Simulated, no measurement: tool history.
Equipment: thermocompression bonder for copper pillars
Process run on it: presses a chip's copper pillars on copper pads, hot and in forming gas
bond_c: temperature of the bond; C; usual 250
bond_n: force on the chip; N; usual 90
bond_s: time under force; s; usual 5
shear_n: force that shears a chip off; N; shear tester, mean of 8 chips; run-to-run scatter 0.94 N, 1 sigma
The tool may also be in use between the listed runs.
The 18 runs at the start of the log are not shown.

Run 19, day 9.354: usual settings. Result: shear_n 76.3 N.
Run 20, day 10.083: usual settings but bond_n 67 N. Result: shear_n 68.2 N.
Run 21, day 10.454: usual settings but bond_n 67 N. Result: shear_n 66.8 N.
Run 22, day 11.121: usual settings but bond_c 260 C, bond_n 67 N, bond_s 9 s. Result: shear_n 86.7 N.
Run 23, day 11.888: usual settings but bond_c 260 C, bond_n 67 N, bond_s 3 s. Result: shear_n 61.8 N.
Run 24, day 12.346: usual settings but bond_c 237 C, bond_n 87 N, bond_s 9 s. Result: shear_n 78.7 N.
Run 25, day 13.067: usual settings but bond_c 237 C, bond_n 87 N, bond_s 9 s. Result: shear_n 77.6 N.
Run 26, day 13.592: usual settings but bond_c 223 C, bond_n 109 N, bond_s 3 s. Result: shear_n 52.0 N.
Run 27, day 13.950: usual settings but bond_c 248 C, bond_n 92 N, bond_s 3 s. Result: shear_n 63.1 N.
Run 28, day 14.375: usual settings but bond_c 248 C, bond_n 69 N, bond_s 14 s. Result: shear_n 86.4 N.
Run 29, day 14.983: usual settings but bond_c 230 C, bond_n 110 N, bond_s 14 s. Result: shear_n 89.0 N.
Run 30, day 15.775: usual settings but bond_c 244 C, bond_n 89 N, bond_s 13 s. Result: shear_n 89.1 N.
Run 31, day 16.425: usual settings but bond_c 244 C, bond_n 89 N, bond_s 13 s. Result: shear_n 89.4 N.
Run 32, day 17.096: usual settings but bond_c 244 C, bond_n 89 N, bond_s 13 s. Result: shear_n 86.5 N.
Run 33, day 17.508: usual settings but bond_c 246 C, bond_n 69 N, bond_s 13 s. Result: shear_n 80.4 N.
Run 34, day 18.029: usual settings but bond_c 223 C, bond_n 62 N, bond_s 4 s. Result: shear_n 39.2 N.
Run 35, day 18.496: usual settings but bond_c 226 C. Result: shear_n 55.3 N.
Run 36, day 19.029: usual settings but bond_c 226 C, bond_n 83 N. Result: shear_n 53.7 N.
At day 19.196: forming gas filter changed.
Run 37, day 19.462: usual settings but bond_c 226 C, bond_n 83 N. Result: shear_n 60.2 N.
Run 38, day 19.867: usual settings but bond_c 247 C, bond_n 98 N. Result: shear_n 81.3 N.
Run 39, day 20.604: usual settings but bond_c 247 C, bond_n 98 N. Result: shear_n 82.7 N.

Forecast each of these 5 alternatives for the next run:
Run A, day 21.242: usual settings but bond_c 275 C, bond_n 76 N. Result: shear_n ?.
Run B, day 21.242: usual settings but bond_c 223 C, bond_n 98 N. Result: shear_n ?.
Run C, day 21.242: usual settings but bond_c 264 C, bond_n 114 N. Result: shear_n ?.
Run D, day 21.242: usual settings but bond_c 242 C, bond_n 94 N. Result: shear_n ?.
Run E, day 21.242: usual settings but bond_c 270 C, bond_n 98 N, bond_s 8 s. Result: shear_n ?.

run  shear_n
  A     93.1
  B     63.0
  C     98.9
  D     74.6
  E    105.6
The same runs, with their run-to-run variation unchanged, on a tool lacking any hidden condition would have given:
run  shear_n
  A     92.6
  B     61.7
  C     98.7
  D     73.6
  E    105.8
